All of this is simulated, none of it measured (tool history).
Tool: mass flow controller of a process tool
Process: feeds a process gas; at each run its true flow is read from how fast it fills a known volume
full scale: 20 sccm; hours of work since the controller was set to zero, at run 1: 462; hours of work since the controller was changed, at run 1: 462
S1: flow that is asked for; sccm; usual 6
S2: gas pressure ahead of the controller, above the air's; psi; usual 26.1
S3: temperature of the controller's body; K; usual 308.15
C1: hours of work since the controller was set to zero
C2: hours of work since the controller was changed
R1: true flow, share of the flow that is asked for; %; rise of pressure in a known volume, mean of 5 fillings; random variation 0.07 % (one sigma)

| run | hour | S1 | S2 | S3 | C1 | C2 | R1 |
|---|---|---|---|---|---|---|---|
| 1 | 0 | 6 | 26.1 | 308.15 | 462 | 462 | 97.05 |
| 2 | 75 | 6 | 26.1 | 308.15 | 487 | 487 | 97.1 |
| 3 | 132.3 | 6 | 26.1 | 308.15 | 506 | 506 | 97.11 |
| 4 | 196.2 | 6 | 21.2 | 308.15 | 527 | 527 | 97.18 |
| 5 | 231.4 | 6 | 21.2 | 294.15 | 538 | 538 | 98.66 |
| 6 | 303.5 | 6 | 21.2 | 294.15 | 562 | 562 | 98.71 |
| 7 | 345.1 | 6 | 26.1 | 308.15 | 575 | 575 | 97.03 |
| 8 | 413.2 | 6 | 22.2 | 308.15 | 597 | 597 | 97.01 |
| 9 | 463.7 | 6 | 22.2 | 308.15 | 614 | 614 | 96.94 |
| 10 | 514.2 | 6 | 26.1 | 312.15 | 630 | 630 | 96.67 |
| 11 | 561.9 | 7 | 26.1 | 312.15 | 646 | 646 | 96.81 |
| 12 | 606.3 | 6 | 26.1 | 308.15 | 661 | 661 | 97.1 |
| 13 | 649.9 | 6 | 26.1 | 308.15 | 675 | 675 | 97.04 |
| 14 | 700 | 6 | 26.1 | 308.15 | 691 | 691 | 97 |
| 15 | 748.3 | 6 | 26.1 | 308.15 | 707 | 707 | 96.97 |
| 16 | 815 | 6 | 26.1 | 308.15 | 729 | 729 | 97.15 |
| 17 | 879.2 | 6 | 26.1 | 308.15 | 750 | 750 | 96.99 |
| 18 | 920.1 | 6 | 26.1 | 294.15 | 763 | 763 | 98.49 |
| 19 | 957.2 | 6 | 26.1 | 294.15 | 775 | 775 | 98.52 |
| 20 | 1018.5 | 6 | 26.1 | 294.15 | 795 | 795 | 98.54 |
| 21 | 1065.7 | 6 | 26.1 | 294.15 | 811 | 811 | 98.5 |
| 22 | 1113.4 | 6 | 26.1 | 308.15 | 826 | 826 | 96.97 |
| 23 | 1166.9 | 6 | 26.1 | 308.15 | 844 | 844 | 96.9 |
| 24 | 1211.7 | 6 | 26.1 | 308.15 | 858 | 858 | 97 |
| 25 | 1276.6 | 6 | 26.1 | 308.15 | 880 | 880 | 96.77 |
| 26 | 1328.1 | 10 | 26.1 | 298.15 | 896 | 896 | 98.65 |
| 27 | 1402.9 | 10 | 26.1 | 298.15 | 921 | 921 | 98.65 |
| 28 | 1470 | 6 | 26.1 | 302.15 | 943 | 943 | 97.61 |
| 29 | 1502.6 | 6 | 26.1 | 302.15 | 953 | 953 | 97.65 |
| 30 | 1547.3 | 15 | 26.1 | 309.15 | 968 | 968 | 98.15 |
| 31 | 1587.5 | 3 | 35.1 | 309.15 | 981 | 981 | 95.79 |
| 32 | 1645.4 | 6 | 21.5 | 306.15 | 1000 | 1000 | 96.97 |
| 33 | 1718.2 | 6 | 20.6 | 306.15 | 1024 | 1024 | 96.98 |
| 34 | 1773.8 | 4 | 33.9 | 310.15 | 1042 | 1042 | 96.12 |
| 35 | 1845.6 | 6 | 26.4 | 294.15 | 1065 | 1065 | 98.42 |
| 36 | 1908.9 | 6 | 25.4 | 293.15 | 1086 | 1086 | 98.42 |
| 37 | 1943.6 | 6 | 25.4 | 293.15 | 1097 | 1097 | 98.39 |
| 38 | 1994.6 | 6 | 26.1 | 310.15 | 1114 | 1114 | 96.62 |
| 39 | 2069.1 | 6 | 36.1 | 304.15 | 1138 | 1138 | 97.39 |
| 40 | 2111 | 7 | 20.5 | 295.15 | 1152 | 1152 | 98.35 |
| 41 | 2149.2 | 5 | 26.1 | 298.15 | 1165 | 1165 | 97.5 |
| 42 | 2224 | 5 | 26.1 | 298.15 | 1189 | 1189 | 97.57 |
| 43 | 2278.5 | 5 | 26.1 | 298.15 | 1207 | 1207 | 97.6 |
| 44 | 2335.7 | 16 | 31.5 | 303.15 | 1226 | 1226 | 98.84 |
| 45 | 2381.4 | 3 | 27.1 | 306.15 | 1240 | 1240 | 95.78 |
| 46 | 2427.7 | 3 | 26.3 | 308.15 | 1256 | 1256 | 95.46 |
| 47 | 2459.2 | 13 | 26.1 | 308.15 | 1266 | 1266 | 98.06 |

5 ways to go on from here, each from the tool as it stands after run 47. What would each give?
| A | 2498.3 | 4 | 21 | 305.15 | 1279 | 1279 | ? |
| B | 2498.3 | 14 | 25.7 | 308.15 | 1279 | 1279 | ? |
| C | 2498.3 | 5 | 25.7 | 301.15 | 1279 | 1279 | ? |
| D | 2498.3 | 13 | 26.8 | 296.15 | 1279 | 1279 | ? |
| E | 2498.3 | 12 | 33.9 | 312.15 | 1279 | 1279 | ? |

| run | R1 |
|---|---|
| A | 96.25 |
| B | 97.95 |
| C | 97.14 |
| D | 99.38 |
| E | 97.5 |
Without the tool's hidden state the same runs would have given:
| run | R1 |
|---|---|
| A | 97.44 |
| B | 98.1 |
| C | 98.03 |
| D | 99.56 |
| E | 97.71 |
